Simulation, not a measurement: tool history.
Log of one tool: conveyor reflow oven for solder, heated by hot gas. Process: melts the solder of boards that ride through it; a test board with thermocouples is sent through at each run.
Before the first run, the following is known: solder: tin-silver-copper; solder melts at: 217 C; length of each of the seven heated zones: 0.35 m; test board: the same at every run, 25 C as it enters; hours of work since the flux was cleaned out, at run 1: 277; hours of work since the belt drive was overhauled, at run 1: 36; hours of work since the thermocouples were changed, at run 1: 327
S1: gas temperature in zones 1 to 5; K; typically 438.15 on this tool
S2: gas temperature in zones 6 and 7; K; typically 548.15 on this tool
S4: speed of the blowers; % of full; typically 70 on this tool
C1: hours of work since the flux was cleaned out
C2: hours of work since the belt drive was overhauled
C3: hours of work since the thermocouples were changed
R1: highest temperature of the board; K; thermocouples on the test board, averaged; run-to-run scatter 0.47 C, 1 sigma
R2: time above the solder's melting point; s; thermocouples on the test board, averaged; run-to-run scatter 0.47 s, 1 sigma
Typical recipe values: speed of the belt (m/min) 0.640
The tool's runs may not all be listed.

Run 1, day 0.000: usual settings; C1 277; C2 36; C3 327. Result: R1 525.95 K, R2 46.4 s.
Run 2, day 1.317: usual settings; C1 293; C2 53; C3 343. Result: R1 526.15 K, R2 46.3 s.
Run 3, day 3.562: usual settings; C1 321; C2 81; C3 371. Result: R1 525.65 K, R2 46.3 s.
Run 4, day 4.617: usual settings but S2 551.15 K; C1 334; C2 94; C3 384. Result: R1 527.75 K, R2 47.0 s.
Run 5, day 5.888: usual settings but S2 551.15 K; C1 350; C2 110; C3 400. Result: R1 527.95 K, R2 47.3 s.
Run 6, day 7.775: usual settings; C1 373; C2 133; C3 423. Result: R1 525.25 K, R2 44.7 s.
Run 7, day 9.454: usual settings; C1 394; C2 154; C3 444. Result: R1 525.05 K, R2 45.2 s.
Run 8, day 10.588: usual settings; C1 408; C2 168; C3 458. Result: R1 525.25 K, R2 45.8 s.
Run 9, day 12.383: usual settings; C1 430; C2 190; C3 480. Result: R1 525.05 K, R2 46.4 s.
At day 12.979: flux residue cleaned out of gas plates and filters.
Run 10, day 15.012: usual settings; C1 25; C2 220; C3 511. Result: R1 528.45 K, R2 49.0 s.
Run 11, day 17.246: usual settings but S1 452.15 K; C1 53; C2 248; C3 538. Result: R1 532.15 K, R2 54.3 s.
Run 12, day 19.154: usual settings but S1 452.15 K; C1 77; C2 272; C3 562. Result: R1 531.55 K, R2 53.9 s.
Run 13, day 20.850: usual settings; C1 98; C2 293; C3 583. Result: R1 528.05 K, R2 47.8 s.
Run 14, day 22.212: usual settings; C1 115; C2 309; C3 600. Result: R1 527.45 K, R2 48.0 s.
Run 15, day 24.375: usual settings; C1 141; C2 336; C3 627. Result: R1 528.85 K, R2 47.3 s.
Run 16, day 26.612: usual settings but S2 546.15 K; C1 169; C2 364; C3 654. Result: R1 526.65 K, R2 46.5 s.
Run 17, day 28.438: usual settings but S2 536.15 K, speed of the belt (m/min) 0.653; C1 192; C2 387; C3 677. Result: R1 516.85 K, R2 39.2 s.
Run 18, day 30.438: usual settings but S2 536.15 K, speed of the belt (m/min) 0.653; C1 217; C2 412; C3 702. Result: R1 515.45 K, R2 39.3 s.
Run 19, day 33.017: usual settings but speed of the belt (m/min) 0.541, S4 82 % of full; C1 249; C2 444; C3 734. Result: R1 535.95 K, R2 63.3 s.
Run 20, day 35.354: usual settings but S1 425.15 K; C1 278; C2 473; C3 763. Result: R1 524.65 K, R2 42.4 s.
Run 21, day 37.067: usual settings but S1 425.15 K; C1 299; C2 494; C3 784. Result: R1 524.05 K, R2 41.4 s.
Run 22, day 38.712: usual settings but S1 425.15 K; C1 319; C2 514; C3 805. Result: R1 523.95 K, R2 42.1 s.
Run 23, day 40.188: usual settings but S2 543.15 K, speed of the belt (m/min) 0.744; C1 338; C2 532; C3 823. Result: R1 516.25 K, R2 32.2 s.
Run 24, day 42.571: usual settings but S2 543.15 K, speed of the belt (m/min) 0.744; C1 367; C2 562; C3 852. Result: R1 515.65 K, R2 31.9 s.
Run 25, day 44.025: usual settings but S1 452.15 K, S2 543.15 K, speed of the belt (m/min) 0.744, S4 57 % of full; C1 385; C2 580; C3 870. Result: R1 514.15 K, R2 33.4 s.
Run 26, day 46.525: usual settings but S2 556.15 K, S4 68 % of full; C1 416; C2 611; C3 901. Result: R1 532.05 K, R2 50.2 s.
At day 48.329: flux residue cleaned out of gas plates and filters.
Run 27, day 48.329: usual settings but S1 447.15 K, S2 539.15 K, speed of the belt (m/min) 0.530, S4 81 % of full; C1 0; C2 631; C3 921. Result: R1 531.35 K, R2 64.8 s.
Run 28, day 50.800: usual settings but S1 448.15 K, S2 553.15 K, speed of the belt (m/min) 0.530, S4 60 % of full; C1 31; C2 662; C3 952. Result: R1 539.45 K, R2 69.8 s.
Run 29, day 52.279: usual settings but S1 443.15 K, S2 557.15 K, S4 53 % of full; C1 49; C2 680; C3 970. Result: R1 531.35 K, R2 50.7 s.
Run 30, day 54.654: usual settings but S1 431.15 K, S2 562.15 K, speed of the belt (m/min) 0.616; C1 78; C2 709; C3 1000. Result: R1 541.15 K, R2 55.1 s.
Run 31, day 57.017: usual settings but S1 445.15 K, speed of the belt (m/min) 0.678; C1 108; C2 739; C3 1029. Result: R1 528.95 K, R2 46.9 s.

Below, some changes in R1 between adjacent runs. For each, the amount present without the hidden state too (settings, incoming material, random variation) and the amount remaining for the hidden state with gauge scatter not shared by both compared results:
Hidden state at play: heat that the gas passes to the board, % of a clean oven's; belt's true speed, % of the reading; true gas temperature in zones 6 and 7 over the reading, C; drift of the gauge itself on peak_c, C; drift of the gauge itself on liquid_s, %.
Run 9 -> 10: flux residue cleaned out of gas plates and filters. R1 +3.40 K: hidden state +4.30, all else -0.90.
Run 18 -> 19: S2 536.15 -> 548.15, speed of the belt (m/min) 0.653 -> 0.541, S4 70 -> 82. R1 +20.50 K: hidden state +0.10, all else +20.40.
Run 19 -> 20: S1 438.15 -> 425.15, speed of the belt (m/min) 0.541 -> 0.640, S4 82 -> 70. R1 -11.30 K: hidden state -1.10, all else -10.20.
Run 25 -> 26: S1 452.15 -> 438.15, S2 543.15 -> 556.15, speed of the belt (m/min) 0.744 -> 0.640, S4 57 -> 68. R1 +17.90 K: hidden state -0.50, all else +18.40.
Run 26 -> 27: S1 438.15 -> 447.15, S2 556.15 -> 539.15, speed of the belt (m/min) 0.640 -> 0.530, S4 68 -> 81, flux residue cleaned out of gas plates and filters. R1 -0.70 K: hidden state +4.50, all else -5.20.
Run 30 -> 31: S1 431.15 -> 445.15, S2 562.15 -> 548.15, speed of the belt (m/min) 0.616 -> 0.678. R1 -12.20 K: hidden state -0.20, all else -12.00.

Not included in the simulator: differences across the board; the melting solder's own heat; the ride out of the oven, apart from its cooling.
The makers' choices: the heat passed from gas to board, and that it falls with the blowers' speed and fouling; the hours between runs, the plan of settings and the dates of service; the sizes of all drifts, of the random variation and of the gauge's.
